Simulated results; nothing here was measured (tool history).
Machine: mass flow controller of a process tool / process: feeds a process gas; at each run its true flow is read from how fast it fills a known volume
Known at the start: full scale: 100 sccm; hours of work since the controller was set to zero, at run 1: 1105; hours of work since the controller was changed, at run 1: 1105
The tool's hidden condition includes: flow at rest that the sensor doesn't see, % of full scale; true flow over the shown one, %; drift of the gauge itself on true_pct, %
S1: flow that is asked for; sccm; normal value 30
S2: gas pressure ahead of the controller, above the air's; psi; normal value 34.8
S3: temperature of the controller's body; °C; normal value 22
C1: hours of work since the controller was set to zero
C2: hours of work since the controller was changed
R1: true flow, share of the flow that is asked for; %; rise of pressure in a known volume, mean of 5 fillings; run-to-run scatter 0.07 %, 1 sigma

run    hour  S1    S2  S3    C1    C2      R1
  1       0  30  34.8  22  1105  1105   99.36
  2   221.9  30  34.8  22  1197  1197   99.24
  3   493.4  30  23.2  22  1308  1308   98.67
  4   736.2  30  23.2  21  1408  1408   98.57
  5   932.8  30  23.2  21  1489  1489   98.81
  6  1151.4  30  28.6  21  1579  1579   98.99
  7  1306.6  30  28.6  21  1643  1643   98.87
     1321.2  -- controller's zero set anew
  8    1534  30  28.6  21    88  1737   99.52
  9  1763.2  65  25.1  27   182  1831   99.54
 10    2032  55  34.8  22   293  1942   99.45
 11  2247.6  21  26.8  22   382  2031  100.02
 12    2511  21  26.8  22   490  2139  100.07
     2618.8  -- controller's zero set anew, once more
 13  2744.6  21  26.8  22    52  2235   98.08
 14  2915.6  21  26.8  22   122  2306   97.99
 15    3077  21  26.8  22   189  2372   98.02

What if the next run were any one of these 3? Each begins from the tool's condition after run 15:
  A  3274.6  30  35.7  22  270  2454   ?
  B  3274.6  21  27.4  22  270  2454   ?
  C  3274.6  21  31.8  25  270  2454   ?

run     R1
  A  98.35
  B  97.98
  C  98.38
With no hidden state in the tool, these same runs would have given:
run     R1
  A  99.16
  B  98.65
  C  99.05
